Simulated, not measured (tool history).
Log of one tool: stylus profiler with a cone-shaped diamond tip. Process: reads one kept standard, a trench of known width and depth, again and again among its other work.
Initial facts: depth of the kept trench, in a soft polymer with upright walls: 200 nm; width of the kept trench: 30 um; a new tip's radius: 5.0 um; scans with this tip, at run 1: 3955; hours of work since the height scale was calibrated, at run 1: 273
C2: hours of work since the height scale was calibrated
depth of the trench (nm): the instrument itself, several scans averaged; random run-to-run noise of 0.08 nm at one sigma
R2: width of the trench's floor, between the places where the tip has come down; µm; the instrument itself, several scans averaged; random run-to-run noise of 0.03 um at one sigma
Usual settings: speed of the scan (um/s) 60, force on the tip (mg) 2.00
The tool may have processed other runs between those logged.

run 1 hour=0.0 | speed_of_the_scan_(um/s)=60 force_on_the_tip_(mg)=2.00 | scans_with_this_tip=3955 C2=273 | depth_of_the_trench_(nm)=201.97 R2=26.75
run 2 hour=59.4 | speed_of_the_scan_(um/s)=60 force_on_the_tip_(mg)=2.00 | scans_with_this_tip=4457 C2=307 | depth_of_the_trench_(nm)=202.10 R2=26.75
run 3 hour=95.2 | speed_of_the_scan_(um/s)=18 force_on_the_tip_(mg)=2.00 | scans_with_this_tip=4759 C2=328 | depth_of_the_trench_(nm)=202.02 R2=26.81
run 4 hour=139.4 | speed_of_the_scan_(um/s)=18 force_on_the_tip_(mg)=2.00 | scans_with_this_tip=5132 C2=354 | depth_of_the_trench_(nm)=202.06 R2=26.80
run 5 hour=199.1 | speed_of_the_scan_(um/s)=18 force_on_the_tip_(mg)=2.00 | scans_with_this_tip=5635 C2=388 | depth_of_the_trench_(nm)=201.86 R2=26.79
run 6 hour=267.1 | speed_of_the_scan_(um/s)=60 force_on_the_tip_(mg)=2.00 | scans_with_this_tip=6209 C2=428 | depth_of_the_trench_(nm)=201.87 R2=26.68
run 7 hour=336.7 | speed_of_the_scan_(um/s)=60 force_on_the_tip_(mg)=1.84 | scans_with_this_tip=6797 C2=468 | depth_of_the_trench_(nm)=201.79 R2=26.64
run 8 hour=405.8 | speed_of_the_scan_(um/s)=60 force_on_the_tip_(mg)=1.84 | scans_with_this_tip=7380 C2=509 | depth_of_the_trench_(nm)=201.64 R2=26.62
run 9 hour=474.4 | speed_of_the_scan_(um/s)=60 force_on_the_tip_(mg)=2.00 | scans_with_this_tip=7958 C2=549 | depth_of_the_trench_(nm)=201.80 R2=26.60
run 10 hour=537.2 | speed_of_the_scan_(um/s)=60 force_on_the_tip_(mg)=2.00 | scans_with_this_tip=8488 C2=585 | depth_of_the_trench_(nm)=201.95 R2=26.55
run 11 hour=594.6 | speed_of_the_scan_(um/s)=20 force_on_the_tip_(mg)=2.00 | scans_with_this_tip=8973 C2=618 | depth_of_the_trench_(nm)=201.95 R2=26.61
run 12 hour=653.5 | speed_of_the_scan_(um/s)=20 force_on_the_tip_(mg)=1.37 | scans_with_this_tip=9470 C2=653 | depth_of_the_trench_(nm)=201.30 R2=26.54
run 13 hour=721.3 | speed_of_the_scan_(um/s)=60 force_on_the_tip_(mg)=2.00 | scans_with_this_tip=10042 C2=692 | depth_of_the_trench_(nm)=201.66 R2=26.46
run 14 hour=779.6 | speed_of_the_scan_(um/s)=27 force_on_the_tip_(mg)=2.00 | scans_with_this_tip=10535 C2=726 | depth_of_the_trench_(nm)=201.90 R2=26.52
run 15 hour=826.8 | speed_of_the_scan_(um/s)=67 force_on_the_tip_(mg)=2.00 | scans_with_this_tip=10932 C2=753 | depth_of_the_trench_(nm)=201.72 R2=26.39
run 16 hour=868.9 | speed_of_the_scan_(um/s)=18 force_on_the_tip_(mg)=2.00 | scans_with_this_tip=11287 C2=778 | depth_of_the_trench_(nm)=201.68 R2=26.55
run 17 hour=909.9 | speed_of_the_scan_(um/s)=60 force_on_the_tip_(mg)=0.83 | scans_with_this_tip=11633 C2=802 | depth_of_the_trench_(nm)=200.85 R2=26.36
run 18 hour=966.1 | speed_of_the_scan_(um/s)=96 force_on_the_tip_(mg)=2.00 | scans_with_this_tip=12108 C2=834 | depth_of_the_trench_(nm)=201.71 R2=26.28
run 19 hour=1023.0 | speed_of_the_scan_(um/s)=60 force_on_the_tip_(mg)=2.00 | scans_with_this_tip=12588 C2=868 | depth_of_the_trench_(nm)=201.57 R2=26.34
run 20 hour=1054.1 | speed_of_the_scan_(um/s)=60 force_on_the_tip_(mg)=2.00 | scans_with_this_tip=12850 C2=886 | depth_of_the_trench_(nm)=201.58 R2=26.34
run 21 hour=1115.4 | speed_of_the_scan_(um/s)=60 force_on_the_tip_(mg)=2.00 | scans_with_this_tip=13368 C2=921 | depth_of_the_trench_(nm)=201.57 R2=26.30
run 22 hour=1169.8 | speed_of_the_scan_(um/s)=60 force_on_the_tip_(mg)=3.56 | scans_with_this_tip=13827 C2=953 | depth_of_the_trench_(nm)=202.62 R2=26.36
run 23 hour=1218.8 | speed_of_the_scan_(um/s)=60 force_on_the_tip_(mg)=2.00 | scans_with_this_tip=14240 C2=981 | depth_of_the_trench_(nm)=201.41 R2=26.27
run 24 hour=1255.5 | speed_of_the_scan_(um/s)=91 force_on_the_tip_(mg)=1.34 | scans_with_this_tip=14550 C2=1003 | depth_of_the_trench_(nm)=201.10 R2=26.12
run 25 hour=1310.1 | speed_of_the_scan_(um/s)=233 force_on_the_tip_(mg)=2.00 | scans_with_this_tip=15011 C2=1035 | depth_of_the_trench_(nm)=201.59 R2=25.89
run 26 hour=1340.5 | speed_of_the_scan_(um/s)=194 force_on_the_tip_(mg)=1.08 | scans_with_this_tip=15268 C2=1052 | depth_of_the_trench_(nm)=200.86 R2=25.73
run 27 hour=1372.1 | speed_of_the_scan_(um/s)=55 force_on_the_tip_(mg)=0.73 | scans_with_this_tip=15534 C2=1071 | depth_of_the_trench_(nm)=200.30 R2=26.12
run 28 hour=1403.3 | speed_of_the_scan_(um/s)=141 force_on_the_tip_(mg)=1.78 | scans_with_this_tip=15798 C2=1089 | depth_of_the_trench_(nm)=201.41 R2=25.96
run 29 hour=1460.5 | speed_of_the_scan_(um/s)=27 force_on_the_tip_(mg)=1.11 | scans_with_this_tip=16280 C2=1122 | depth_of_the_trench_(nm)=200.75 R2=26.25
run 30 hour=1529.2 | speed_of_the_scan_(um/s)=60 force_on_the_tip_(mg)=1.22 | scans_with_this_tip=16860 C2=1162 | depth_of_the_trench_(nm)=200.84 R2=26.09
run 31 hour=1605.0 | speed_of_the_scan_(um/s)=48 force_on_the_tip_(mg)=5.33 | scans_with_this_tip=17500 C2=1206 | depth_of_the_trench_(nm)=203.62 R2=26.21
run 32 hour=1672.8 | speed_of_the_scan_(um/s)=130 force_on_the_tip_(mg)=1.65 | scans_with_this_tip=18072 C2=1246 | depth_of_the_trench_(nm)=201.07 R2=25.89
run 33 hour=1736.1 | speed_of_the_scan_(um/s)=155 force_on_the_tip_(mg)=5.61 | scans_with_this_tip=18606 C2=1282 | depth_of_the_trench_(nm)=203.73 R2=26.00
run 34 hour=1807.3 | speed_of_the_scan_(um/s)=221 force_on_the_tip_(mg)=2.44 | scans_with_this_tip=19207 C2=1324 | depth_of_the_trench_(nm)=201.67 R2=25.71
run 35 hour=1866.2 | speed_of_the_scan_(um/s)=71 force_on_the_tip_(mg)=2.21 | scans_with_this_tip=19704 C2=1358 | depth_of_the_trench_(nm)=201.51 R2=25.99
run 36 hour=1940.5 | speed_of_the_scan_(um/s)=237 force_on_the_tip_(mg)=2.00 | scans_with_this_tip=20331 C2=1401 | depth_of_the_trench_(nm)=201.16 R2=25.53
run 37 hour=1993.6 | speed_of_the_scan_(um/s)=22 force_on_the_tip_(mg)=1.16 | scans_with_this_tip=20779 C2=1432 | depth_of_the_trench_(nm)=200.42 R2=26.06
run 38 hour=2046.3 | speed_of_the_scan_(um/s)=88 force_on_the_tip_(mg)=1.13 | scans_with_this_tip=21224 C2=1463 | depth_of_the_trench_(nm)=200.41 R2=25.74
run 39 hour=2118.6 | speed_of_the_scan_(um/s)=101 force_on_the_tip_(mg)=2.00 | scans_with_this_tip=21834 C2=1505 | depth_of_the_trench_(nm)=201.25 R2=25.81
run 40 hour=2165.4 | speed_of_the_scan_(um/s)=35 force_on_the_tip_(mg)=1.31 | scans_with_this_tip=22229 C2=1532 | depth_of_the_trench_(nm)=200.70 R2=25.96
run 41 hour=2214.2 | speed_of_the_scan_(um/s)=35 force_on_the_tip_(mg)=1.31 | scans_with_this_tip=22640 C2=1560 | depth_of_the_trench_(nm)=200.41 R2=25.92
run 42 hour=2254.9 | speed_of_the_scan_(um/s)=35 force_on_the_tip_(mg)=1.31 | scans_with_this_tip=22984 C2=1584 | depth_of_the_trench_(nm)=200.67 R2=25.88
run 43 hour=2324.4 | speed_of_the_scan_(um/s)=35 force_on_the_tip_(mg)=1.31 | scans_with_this_tip=23570 C2=1625 | depth_of_the_trench_(nm)=200.51 R2=25.84
run 44 hour=2366.8 | speed_of_the_scan_(um/s)=35 force_on_the_tip_(mg)=1.31 | scans_with_this_tip=23928 C2=1649 | depth_of_the_trench_(nm)=200.50 R2=25.92
run 45 hour=2409.0 | speed_of_the_scan_(um/s)=138 force_on_the_tip_(mg)=2.29 | scans_with_this_tip=24284 C2=1674 | depth_of_the_trench_(nm)=201.29 R2=25.66
run 46 hour=2472.6 | speed_of_the_scan_(um/s)=22 force_on_the_tip_(mg)=4.29 | scans_with_this_tip=24821 C2=1711 | depth_of_the_trench_(nm)=202.65 R2=25.88

A few steps of depth of the trench (nm) between consecutive runs. Split each: what settings, incoming material and random variation would produce without the hidden state, and what is left over for the hidden state, along with gauge scatter present in only one of the two compared results (measured, and without hidden state):
The tool's hidden condition here consists of: radius of the tip, um; height scale over the true one, %; drift of the gauge itself on depth_nm, %; drift of the gauge itself on floor_um, %.
Run 7 -> 8: no setting changed, nothing entered. depth of the trench (nm) -0.15: hidden state -0.04, all else -0.11.
Run 30 -> 31: speed of the scan (um/s) 60 -> 48, force on the tip (mg) 1.22 -> 5.33. depth of the trench (nm) +2.78: hidden state -0.04, all else +2.82.
Run 31 -> 32: speed of the scan (um/s) 48 -> 130, force on the tip (mg) 5.33 -> 1.65. depth of the trench (nm) -2.55: hidden state -0.02, all else -2.53.
Run 32 -> 33: speed of the scan (um/s) 130 -> 155, force on the tip (mg) 1.65 -> 5.61. depth of the trench (nm) +2.66: hidden state -0.04, all else +2.70.

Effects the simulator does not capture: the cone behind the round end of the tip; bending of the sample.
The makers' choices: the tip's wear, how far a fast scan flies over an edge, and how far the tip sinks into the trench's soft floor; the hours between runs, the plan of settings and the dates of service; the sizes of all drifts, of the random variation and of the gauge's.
